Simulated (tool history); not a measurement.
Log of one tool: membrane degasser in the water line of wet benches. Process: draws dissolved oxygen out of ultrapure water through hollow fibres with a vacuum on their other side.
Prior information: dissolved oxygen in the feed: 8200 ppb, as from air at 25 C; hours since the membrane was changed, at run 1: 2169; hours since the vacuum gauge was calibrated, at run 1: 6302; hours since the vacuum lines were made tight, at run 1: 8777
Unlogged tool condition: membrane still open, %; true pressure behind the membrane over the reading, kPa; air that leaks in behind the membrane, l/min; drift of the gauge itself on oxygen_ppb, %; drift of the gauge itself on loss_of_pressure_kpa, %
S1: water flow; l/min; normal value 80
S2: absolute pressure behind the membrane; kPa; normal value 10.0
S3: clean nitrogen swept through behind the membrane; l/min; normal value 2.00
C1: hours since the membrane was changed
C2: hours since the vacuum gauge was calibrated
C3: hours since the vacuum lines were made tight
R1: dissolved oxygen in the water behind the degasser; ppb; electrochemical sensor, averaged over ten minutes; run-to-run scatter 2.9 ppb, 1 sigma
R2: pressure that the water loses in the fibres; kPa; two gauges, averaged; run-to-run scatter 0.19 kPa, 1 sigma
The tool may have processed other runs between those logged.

run	hour	S1	S2	S3	C1	C2	C3	R1	R2
1	0.0	80	10.0	2.00	2169	6302	8777	533.0	40.18
2	114.6	80	10.0	2.00	2284	6417	8892	537.0	40.00
3	216.1	80	10.0	2.00	2386	6518	8993	539.2	40.36
4	320.9	80	10.0	2.00	2490	6623	9098	535.0	40.53
5	382.9	80	10.0	2.00	2552	6685	9160	532.4	40.31
6	486.2	80	10.0	2.00	2656	6788	9263	532.5	40.30
7	538.6	80	10.0	2.00	2708	6841	9316	532.1	40.26
8	653.5	80	10.0	2.00	2823	6955	9431	538.3	40.47
9	734.1	80	10.0	2.00	2904	7036	9511	540.2	40.28
10	800.5	89	10.0	2.00	2970	7102	9578	588.3	44.81
11	916.6	89	21.0	2.00	3086	7219	9694	1367.4	44.67
12	976.5	66	8.0	5.86	3146	7278	9754	136.5	33.31
13	1053.4	66	8.0	5.86	3223	7355	9831	135.9	33.29
14	1178.3	80	10.0	2.00	3348	7480	9956	538.3	40.32
15	1269.5	80	10.0	1.77	3439	7571	10047	588.0	40.39
16	1346.2	58	8.8	1.77	3516	7648	10124	384.0	29.20
# hour 1402.4: vacuum gauge calibrated
17	1443.0	58	8.8	1.77	3612	41	10220	370.6	29.31
18	1521.4	88	10.0	3.69	3690	119	10298	355.7	44.58
19	1604.4	106	7.8	2.14	3773	202	10381	433.4	53.76

Each row is a separate what-if for the run after 19, all from the same tool condition, not one after another. Results?
A	1702.3	116	7.8	3.29	3871	300	10479	?	?
B	1702.3	67	7.8	2.14	3871	300	10479	?	?
C	1702.3	95	16.5	2.14	3871	300	10479	?	?
D	1702.3	103	7.8	2.14	3871	300	10479	?	?
E	1702.3	117	24.7	1.49	3871	300	10479	?	?

run	R1	R2
A	342.7	58.99
B	301.8	34.14
C	1046.7	48.36
D	424.7	52.38
E	2277.3	59.53
Stripped of hidden state, with their random variation kept, the same runs would have yielded:
run	R1	R2
A	340.1	57.47
B	300.8	33.27
C	1045.3	47.12
D	423.3	51.04
E	2279.4	58.00
